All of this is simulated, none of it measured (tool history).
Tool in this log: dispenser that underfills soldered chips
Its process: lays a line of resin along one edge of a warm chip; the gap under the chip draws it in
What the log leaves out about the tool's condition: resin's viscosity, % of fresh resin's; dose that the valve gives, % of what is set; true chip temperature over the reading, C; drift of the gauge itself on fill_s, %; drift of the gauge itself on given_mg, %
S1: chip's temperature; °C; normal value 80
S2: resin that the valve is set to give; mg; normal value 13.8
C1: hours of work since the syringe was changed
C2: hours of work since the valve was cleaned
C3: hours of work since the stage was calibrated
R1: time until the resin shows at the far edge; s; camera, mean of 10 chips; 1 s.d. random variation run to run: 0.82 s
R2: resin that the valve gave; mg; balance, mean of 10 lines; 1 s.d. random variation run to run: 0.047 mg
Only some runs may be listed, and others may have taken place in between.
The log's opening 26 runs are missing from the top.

run   hour  S1    S2  C1  C2   C3     R1     R2
 27  120.5  80  12.1   5  22  202  109.9  12.01
     125.2  -- new syringe of resin
 28  127.1  80  14.7   1  27  206   77.5  14.57
 29  132.7  80  14.7   5  30  210  100.7  14.57
 30  135.9  80  14.7   7  32  212  115.8  14.54
     137.8  -- new syringe of resin
 31  141.5  70  16.2   2  36  215  117.4   15.9
 32  147.6  84  17.8   6  40  219   96.9  17.45
     150.5  -- new syringe of resin
 33  150.5  84  17.8   0  42  221   63.8  17.44
 34    155  91  17.8   3  45  224   62.7  17.47
 35    161  91  17.8   7  49  228   84.8  17.45
     163.4  -- new syringe of resin
 36  164.4  91  17.8   1  51  230   54.1   17.5

Forecast each of these 3 alternatives for the next run:
  A  167.9  84  14.7   3  53  232   ?   ?
  B  167.9  93  13.8   3  53  232   ?   ?
  C  167.9  90  16.6   3  53  232   ?   ?

run    R1     R2
  A  80.6  14.41
  B  59.8  13.54
  C  66.1  16.23
Without the tool's hidden state the same runs would have given:
run    R1     R2
  A  68.8  14.72
  B  50.8  13.82
  C  56.3  16.58
